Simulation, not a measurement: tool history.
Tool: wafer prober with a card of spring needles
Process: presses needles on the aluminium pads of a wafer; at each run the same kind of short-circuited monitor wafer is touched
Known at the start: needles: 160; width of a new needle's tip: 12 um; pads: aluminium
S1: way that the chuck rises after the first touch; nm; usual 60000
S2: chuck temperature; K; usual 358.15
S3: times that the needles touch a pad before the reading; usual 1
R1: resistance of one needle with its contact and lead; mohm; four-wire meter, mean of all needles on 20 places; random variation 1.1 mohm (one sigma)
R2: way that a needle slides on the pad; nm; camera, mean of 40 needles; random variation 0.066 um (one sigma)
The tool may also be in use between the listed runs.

run	day	S1	S2	S3	R1	R2
1	0	60000	358.15	1	177	10170
# day 0.138: tips cleaned on abrasive film
# day 0.275: tips cleaned on abrasive film
# day 0.412: tips cleaned on abrasive film
# day 0.55: tips cleaned on abrasive film
# day 0.688: tips cleaned on abrasive film
# day 0.821: tips cleaned on abrasive film
# day 0.958: tips cleaned on abrasive film
# day 1.096: tips cleaned on abrasive film
# day 1.267: tips cleaned on abrasive film
2	1.3	60000	358.15	1	180	10080
# day 1.438: tips cleaned on abrasive film
# day 1.571: tips cleaned on abrasive film
# day 1.742: tips cleaned on abrasive film
# day 1.879: tips cleaned on abrasive film
# day 2.017: tips cleaned on abrasive film
# day 2.154: tips cleaned on abrasive film
# day 2.292: tips cleaned on abrasive film
# day 2.429: tips cleaned on abrasive film
# day 2.567: tips cleaned on abrasive film
# day 2.704: tips cleaned on abrasive film
# day 2.842: tips cleaned on abrasive film
# day 2.975: tips cleaned on abrasive film
3	3.025	60000	358.15	1	182	9850
# day 3.129: tips cleaned on abrasive film
# day 3.262: tips cleaned on abrasive film
# day 3.4: tips cleaned on abrasive film
# day 3.538: tips cleaned on abrasive film
# day 3.708: tips cleaned on abrasive film
# day 3.879: tips cleaned on abrasive film
# day 4.017: tips cleaned on abrasive film
# day 4.154: tips cleaned on abrasive film
4	4.154	60000	358.15	1	179	9770
# day 4.292: tips cleaned on abrasive film
# day 4.429: tips cleaned on abrasive film
# day 4.567: tips cleaned on abrasive film
# day 4.704: tips cleaned on abrasive film
# day 4.871: tips cleaned on abrasive film
# day 5.042: tips cleaned on abrasive film
# day 5.212: tips cleaned on abrasive film
# day 5.35: tips cleaned on abrasive film
# day 5.521: tips cleaned on abrasive film
# day 5.658: tips cleaned on abrasive film
# day 5.796: tips cleaned on abrasive film
5	5.896	60000	358.15	1	186	9640
# day 5.933: tips cleaned on abrasive film
# day 6.071: tips cleaned on abrasive film
# day 6.208: tips cleaned on abrasive film
# day 6.379: tips cleaned on abrasive film
# day 6.55: tips cleaned on abrasive film
# day 6.721: tips cleaned on abrasive film
# day 6.858: tips cleaned on abrasive film
# day 6.992: tips cleaned on abrasive film
# day 7.129: tips cleaned on abrasive film
# day 7.267: tips cleaned on abrasive film
# day 7.438: tips cleaned on abrasive film
# day 7.575: tips cleaned on abrasive film
6	7.654	60000	358.15	1	187	9550
# day 7.725: tips cleaned on abrasive film
# day 7.862: tips cleaned on abrasive film
# day 8: tips cleaned on abrasive film
# day 8.133: tips cleaned on abrasive film
# day 8.271: tips cleaned on abrasive film
# day 8.408: tips cleaned on abrasive film
# day 8.546: tips cleaned on abrasive film
# day 8.683: tips cleaned on abrasive film
# day 8.854: tips cleaned on abrasive film
# day 8.992: tips cleaned on abrasive film
# day 9.129: tips cleaned on abrasive film
7	9.129	60000	358.15	1	180	9440
# day 9.267: tips cleaned on abrasive film
# day 9.404: tips cleaned on abrasive film
# day 9.542: tips cleaned on abrasive film
# day 9.712: tips cleaned on abrasive film
# day 9.85: tips cleaned on abrasive film
# day 10.021: tips cleaned on abrasive film
# day 10.154: tips cleaned on abrasive film
# day 10.292: tips cleaned on abrasive film
# day 10.429: tips cleaned on abrasive film
8	10.467	60000	358.15	1	183	9250
# day 10.6: tips cleaned on abrasive film
# day 10.738: tips cleaned on abrasive film
# day 10.875: tips cleaned on abrasive film
# day 11.012: tips cleaned on abrasive film
# day 11.15: tips cleaned on abrasive film
# day 11.288: tips cleaned on abrasive film
9	11.317	60000	358.15	1	184	9250
# day 11.454: tips cleaned on abrasive film
# day 11.588: tips cleaned on abrasive film
# day 11.758: tips cleaned on abrasive film
# day 11.896: tips cleaned on abrasive film
# day 12.067: tips cleaned on abrasive film
10	12.167	60000	358.15	1	192	9160
# day 12.238: tips cleaned on abrasive film
# day 12.404: tips cleaned on abrasive film
# day 12.575: tips cleaned on abrasive film
# day 12.712: tips cleaned on abrasive film
# day 12.85: tips cleaned on abrasive film
11	12.942	46000	323.15	3	184	6730
# day 13.012: tips cleaned on abrasive film
# day 13.15: tips cleaned on abrasive film
# day 13.321: tips cleaned on abrasive film
# day 13.492: tips cleaned on abrasive film
# day 13.629: tips cleaned on abrasive film
# day 13.8: tips cleaned on abrasive film
# day 13.875: height of the first contact set anew
# day 13.946: tips cleaned on abrasive film
# day 14.083: tips cleaned on abrasive film
# day 14.221: tips cleaned on abrasive film
# day 14.358: tips cleaned on abrasive film
# day 14.496: tips cleaned on abrasive film
# day 14.633: tips cleaned on abrasive film
12	14.667	46000	323.15	3	179	7640
# day 14.804: tips cleaned on abrasive film
# day 14.942: tips cleaned on abrasive film
# day 15.079: tips cleaned on abrasive film
# day 15.246: tips cleaned on abrasive film
# day 15.746: card fitted with new needles
# day 15.883: tips cleaned on abrasive film
# day 16.021: tips cleaned on abrasive film
# day 16.192: tips cleaned on abrasive film
13	16.304	43000	358.15	2	183	7210
# day 16.342: tips cleaned on abrasive film
# day 16.479: tips cleaned on abrasive film
# day 16.617: tips cleaned on abrasive film
# day 16.788: tips cleaned on abrasive film
# day 16.925: tips cleaned on abrasive film
# day 17.062: tips cleaned on abrasive film
# day 17.2: tips cleaned on abrasive film
# day 17.371: tips cleaned on abrasive film
# day 17.508: tips cleaned on abrasive film
14	17.588	43000	358.15	2	182	7100
# day 17.658: tips cleaned on abrasive film
# day 17.792: tips cleaned on abrasive film
# day 17.962: tips cleaned on abrasive film
# day 18.1: tips cleaned on abrasive film
# day 18.238: tips cleaned on abrasive film
# day 18.375: tips cleaned on abrasive film
# day 18.512: tips cleaned on abrasive film
# day 18.65: tips cleaned on abrasive film
# day 18.788: tips cleaned on abrasive film
# day 18.925: tips cleaned on abrasive film
# day 19.096: tips cleaned on abrasive film
15	19.1	40000	377.15	1	187	6480
# day 19.238: tips cleaned on abrasive film
# day 19.375: tips cleaned on abrasive film
# day 19.512: tips cleaned on abrasive film
# day 19.65: tips cleaned on abrasive film
# day 19.788: tips cleaned on abrasive film
# day 19.958: tips cleaned on abrasive film
# day 20.096: tips cleaned on abrasive film
# day 20.233: tips cleaned on abrasive film
# day 20.367: tips cleaned on abrasive film
# day 20.504: tips cleaned on abrasive film
16	20.521	40000	377.15	1	187	6390
# day 20.658: tips cleaned on abrasive film
# day 20.796: tips cleaned on abrasive film
# day 20.929: tips cleaned on abrasive film
# day 21.067: tips cleaned on abrasive film
# day 21.204: tips cleaned on abrasive film
17	21.292	60000	324.15	1	174	9740
# day 21.362: tips cleaned on abrasive film
# day 21.5: tips cleaned on abrasive film
# day 21.638: tips cleaned on abrasive film
# day 21.775: tips cleaned on abrasive film
# day 21.908: tips cleaned on abrasive film
# day 22.046: tips cleaned on abrasive film
# day 22.217: tips cleaned on abrasive film
# day 22.354: tips cleaned on abrasive film
# day 22.492: tips cleaned on abrasive film
# day 22.629: tips cleaned on abrasive film
# day 22.767: tips cleaned on abrasive film
# day 22.904: tips cleaned on abrasive film
18	23.004	46000	311.15	1	181	7160
# day 23.042: tips cleaned on abrasive film
# day 23.179: tips cleaned on abrasive film
# day 23.35: tips cleaned on abrasive film
# day 23.483: tips cleaned on abrasive film
# day 23.621: tips cleaned on abrasive film
# day 23.758: tips cleaned on abrasive film
# day 23.896: tips cleaned on abrasive film
19	24.029	46000	311.15	1	184	7120

3 ways to go on from here, each from the tool as it stands after run 19. What would each give?
# day 24.067: tips cleaned on abrasive film
# day 24.238: tips cleaned on abrasive film
# day 24.371: tips cleaned on abrasive film
# day 24.508: tips cleaned on abrasive film
# day 24.646: tips cleaned on abrasive film
# day 24.783: tips cleaned on abrasive film
# day 24.921: tips cleaned on abrasive film
# day 25.058: tips cleaned on abrasive film
# day 25.196: tips cleaned on abrasive film
A	25.292	56000	299.15	2	?	?
# day 24.067: tips cleaned on abrasive film
# day 24.238: tips cleaned on abrasive film
# day 24.371: tips cleaned on abrasive film
# day 24.508: tips cleaned on abrasive film
# day 24.646: tips cleaned on abrasive film
# day 24.783: tips cleaned on abrasive film
# day 24.921: tips cleaned on abrasive film
# day 25.058: tips cleaned on abrasive film
# day 25.196: tips cleaned on abrasive film
B	25.292	46000	308.15	2	?	?
# day 24.067: tips cleaned on abrasive film
# day 24.238: tips cleaned on abrasive film
# day 24.371: tips cleaned on abrasive film
# day 24.508: tips cleaned on abrasive film
# day 24.646: tips cleaned on abrasive film
# day 24.783: tips cleaned on abrasive film
# day 24.921: tips cleaned on abrasive film
# day 25.058: tips cleaned on abrasive film
# day 25.196: tips cleaned on abrasive film
C	25.292	42000	358.15	3	?	?

run	R1	R2
A	171	8650
B	177	7050
C	183	6350
Without the tool's hidden state the same runs would have given:
run	R1	R2
A	166	9420
B	169	7830
C	176	7130

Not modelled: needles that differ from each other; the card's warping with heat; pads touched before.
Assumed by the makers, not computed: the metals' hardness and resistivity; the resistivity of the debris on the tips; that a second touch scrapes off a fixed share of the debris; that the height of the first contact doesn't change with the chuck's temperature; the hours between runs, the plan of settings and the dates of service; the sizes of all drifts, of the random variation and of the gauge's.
